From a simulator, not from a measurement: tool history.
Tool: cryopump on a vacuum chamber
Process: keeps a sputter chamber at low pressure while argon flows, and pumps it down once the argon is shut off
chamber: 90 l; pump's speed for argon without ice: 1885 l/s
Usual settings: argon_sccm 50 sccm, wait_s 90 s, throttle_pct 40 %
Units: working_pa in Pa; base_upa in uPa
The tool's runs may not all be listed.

{"run": 1, "hour": 0.0, "argon_sccm": 50, "wait_s": 90, "throttle_pct": 40, "working_pa": 0.1147, "base_upa": 1.26}
{"run": 2, "hour": 62.4, "argon_sccm": 50, "wait_s": 90, "throttle_pct": 40, "working_pa": 0.1167, "base_upa": 1.28}
{"run": 3, "hour": 99.0, "argon_sccm": 50, "wait_s": 90, "throttle_pct": 36, "working_pa": 0.1285, "base_upa": 1.41}
{"run": 4, "hour": 160.7, "argon_sccm": 31, "wait_s": 90, "throttle_pct": 40, "working_pa": 0.0725, "base_upa": 1.42}
{"run": 5, "hour": 228.5, "argon_sccm": 31, "wait_s": 90, "throttle_pct": 40, "working_pa": 0.0728, "base_upa": 1.55}
{"run": 6, "hour": 276.8, "argon_sccm": 50, "wait_s": 60, "throttle_pct": 40, "working_pa": 0.1191, "base_upa": 1.86}
{"run": 7, "hour": 352.8, "argon_sccm": 50, "wait_s": 60, "throttle_pct": 40, "working_pa": 0.1217, "base_upa": 1.98}
{"run": 8, "hour": 403.9, "argon_sccm": 50, "wait_s": 60, "throttle_pct": 40, "working_pa": 0.1226, "base_upa": 1.99}
{"hour": 415.1, "done": "pump warmed up, emptied and cooled again"}
{"run": 9, "hour": 453.6, "argon_sccm": 50, "wait_s": 60, "throttle_pct": 40, "working_pa": 0.112, "base_upa": 1.75}
{"run": 10, "hour": 495.5, "argon_sccm": 50, "wait_s": 90, "throttle_pct": 40, "working_pa": 0.1138, "base_upa": 1.59}
{"run": 11, "hour": 563.8, "argon_sccm": 50, "wait_s": 90, "throttle_pct": 40, "working_pa": 0.1147, "base_upa": 1.68}
{"run": 12, "hour": 629.1, "argon_sccm": 50, "wait_s": 90, "throttle_pct": 30, "working_pa": 0.1524, "base_upa": 1.78}
{"run": 13, "hour": 666.6, "argon_sccm": 50, "wait_s": 90, "throttle_pct": 30, "working_pa": 0.1545, "base_upa": 1.81}
{"run": 14, "hour": 720.1, "argon_sccm": 50, "wait_s": 90, "throttle_pct": 30, "working_pa": 0.1558, "base_upa": 1.86}
{"run": 15, "hour": 753.6, "argon_sccm": 50, "wait_s": 90, "throttle_pct": 40, "working_pa": 0.1173, "base_upa": 1.98}
{"run": 16, "hour": 790.4, "argon_sccm": 50, "wait_s": 90, "throttle_pct": 40, "working_pa": 0.1188, "base_upa": 2.02}
{"run": 17, "hour": 853.7, "argon_sccm": 50, "wait_s": 90, "throttle_pct": 40, "working_pa": 0.1196, "base_upa": 2.03}
{"run": 18, "hour": 913.8, "argon_sccm": 50, "wait_s": 21, "throttle_pct": 42, "working_pa": 0.1166, "base_upa": 3.66}
{"run": 19, "hour": 963.6, "argon_sccm": 50, "wait_s": 83, "throttle_pct": 42, "working_pa": 0.1151, "base_upa": 2.31}
{"run": 20, "hour": 1007.8, "argon_sccm": 22, "wait_s": 70, "throttle_pct": 47, "working_pa": 0.0463, "base_upa": 2.39}
{"hour": 1028.6, "done": "pump warmed up, emptied and cooled again"}
{"run": 21, "hour": 1093.1, "argon_sccm": 22, "wait_s": 70, "throttle_pct": 47, "working_pa": 0.0429, "base_upa": 2.21}
{"run": 22, "hour": 1147.7, "argon_sccm": 22, "wait_s": 70, "throttle_pct": 47, "working_pa": 0.042, "base_upa": 2.35}
{"run": 23, "hour": 1196.2, "argon_sccm": 22, "wait_s": 70, "throttle_pct": 27, "working_pa": 0.0748, "base_upa": 2.35}
{"run": 24, "hour": 1263.3, "argon_sccm": 21, "wait_s": 70, "throttle_pct": 33, "working_pa": 0.0588, "base_upa": 2.49}
{"run": 25, "hour": 1338.7, "argon_sccm": 23, "wait_s": 41, "throttle_pct": 22, "working_pa": 0.0957, "base_upa": 2.96}
{"run": 26, "hour": 1395.8, "argon_sccm": 23, "wait_s": 41, "throttle_pct": 22, "working_pa": 0.096, "base_upa": 3.03}
{"run": 27, "hour": 1456.5, "argon_sccm": 54, "wait_s": 25, "throttle_pct": 35, "working_pa": 0.1476, "base_upa": 3.76}
{"run": 28, "hour": 1503.6, "argon_sccm": 85, "wait_s": 279, "throttle_pct": 33, "working_pa": 0.2434, "base_upa": 2.35}
{"run": 29, "hour": 1566.7, "argon_sccm": 50, "wait_s": 90, "throttle_pct": 23, "working_pa": 0.2043, "base_upa": 2.83}
{"hour": 1642.9, "done": "pump warmed up, emptied and cooled again"}
{"run": 30, "hour": 1652.0, "argon_sccm": 61, "wait_s": 53, "throttle_pct": 47, "working_pa": 0.118, "base_upa": 2.72}
{"run": 31, "hour": 1719.9, "argon_sccm": 72, "wait_s": 53, "throttle_pct": 56, "working_pa": 0.1178, "base_upa": 2.93}
{"hour": 1740.2, "done": "leaking fittings of the chamber tightened, without venting"}
{"run": 32, "hour": 1788.4, "argon_sccm": 37, "wait_s": 78, "throttle_pct": 56, "working_pa": 0.0611, "base_upa": 0.73}
{"run": 33, "hour": 1833.8, "argon_sccm": 50, "wait_s": 95, "throttle_pct": 30, "working_pa": 0.1527, "base_upa": 0.66}

Forecast each of these 5 alternatives for the next run:
{"run": "A", "hour": 1895.1, "argon_sccm": 33, "wait_s": 95, "throttle_pct": 30, "working_pa": "?", "base_upa": "?"}
{"run": "B", "hour": 1895.1, "argon_sccm": 63, "wait_s": 227, "throttle_pct": 30, "working_pa": "?", "base_upa": "?"}
{"run": "C", "hour": 1895.1, "argon_sccm": 50, "wait_s": 279, "throttle_pct": 33, "working_pa": "?", "base_upa": "?"}
{"run": "D", "hour": 1895.1, "argon_sccm": 27, "wait_s": 116, "throttle_pct": 42, "working_pa": "?", "base_upa": "?"}
{"run": "E", "hour": 1895.1, "argon_sccm": 50, "wait_s": 194, "throttle_pct": 19, "working_pa": "?", "base_upa": "?"}

run=A working_pa=0.1013 base_upa=0.79
run=B working_pa=0.1935 base_upa=0.50
run=C working_pa=0.1394 base_upa=0.51
run=D working_pa=0.0604 base_upa=0.66
run=E working_pa=0.2400 base_upa=0.52
Without the tool's hidden state the same runs would have given:
run=A working_pa=0.0986 base_upa=0.64
run=B working_pa=0.1882 base_upa=0.34
run=C working_pa=0.1352 base_upa=0.36
run=D working_pa=0.0581 base_upa=0.51
run=E working_pa=0.2358 base_upa=0.36
